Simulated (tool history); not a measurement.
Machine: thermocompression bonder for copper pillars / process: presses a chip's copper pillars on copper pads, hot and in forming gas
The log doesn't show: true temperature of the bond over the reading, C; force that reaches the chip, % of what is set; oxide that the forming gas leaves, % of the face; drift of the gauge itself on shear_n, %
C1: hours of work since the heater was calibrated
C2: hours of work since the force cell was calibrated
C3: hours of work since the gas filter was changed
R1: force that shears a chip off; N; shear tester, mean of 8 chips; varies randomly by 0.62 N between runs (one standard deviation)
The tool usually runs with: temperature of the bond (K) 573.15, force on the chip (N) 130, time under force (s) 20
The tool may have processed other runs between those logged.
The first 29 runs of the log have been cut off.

Run 30, day 9.754: usual settings but temperature of the bond (K) 597.15, force on the chip (N) 180, time under force (s) 23; C1 120; C2 170; C3 106. Result: R1 68.9 N.
At day 9.858: forming gas filter changed.
Run 31, day 10.117: usual settings but temperature of the bond (K) 544.15, force on the chip (N) 115, time under force (s) 23; C1 126; C2 176; C3 4. Result: R1 24.6 N.
Run 32, day 10.325: usual settings but temperature of the bond (K) 588.15, force on the chip (N) 173, time under force (s) 35; C1 129; C2 180; C3 8. Result: R1 69.8 N.
Run 33, day 10.742: usual settings but temperature of the bond (K) 590.15, time under force (s) 26; C1 136; C2 186; C3 15. Result: R1 53.3 N.
Run 34, day 11.088: usual settings but temperature of the bond (K) 571.15, force on the chip (N) 126, time under force (s) 14; C1 142; C2 192; C3 20. Result: R1 34.3 N.
Run 35, day 11.367: usual settings but temperature of the bond (K) 565.15, time under force (s) 41; C1 147; C2 197; C3 25. Result: R1 48.1 N.
Run 36, day 11.750: usual settings but temperature of the bond (K) 564.15, force on the chip (N) 109, time under force (s) 17; C1 153; C2 203; C3 31. Result: R1 28.2 N.
Run 37, day 11.992: usual settings but temperature of the bond (K) 564.15, force on the chip (N) 109, time under force (s) 17; C1 157; C2 207; C3 35. Result: R1 27.2 N.
Run 38, day 12.342: usual settings but temperature of the bond (K) 551.15; C1 163; C2 213; C3 41. Result: R1 30.8 N.
Run 39, day 12.579: usual settings but temperature of the bond (K) 551.15; C1 167; C2 217; C3 45. Result: R1 30.0 N.

What if the next run were any one of these 5? Each begins from the tool's condition after run 39:
Run A, day 12.938: usual settings but temperature of the bond (K) 575.15, force on the chip (N) 175, time under force (s) 56; C1 173; C2 223; C3 51. Result: R1 ?.
Run B, day 12.938: usual settings but force on the chip (N) 118, time under force (s) 34; C1 173; C2 223; C3 51. Result: R1 ?.
Run C, day 12.938: usual settings but temperature of the bond (K) 551.15, time under force (s) 37; C1 173; C2 223; C3 51. Result: R1 ?.
Run D, day 12.938: usual settings but temperature of the bond (K) 551.15, force on the chip (N) 133, time under force (s) 36; C1 173; C2 223; C3 51. Result: R1 ?.
Run E, day 12.938: usual settings but temperature of the bond (K) 590.15; C1 173; C2 223; C3 51. Result: R1 ?.

run    R1
  A  67.4
  B  45.8
  C  37.5
  D  38.7
  E  50.5
What these runs would have given with no unlogged condition in the tool:
run    R1
  A  67.5
  B  45.9
  C  37.5
  D  38.8
  E  50.6
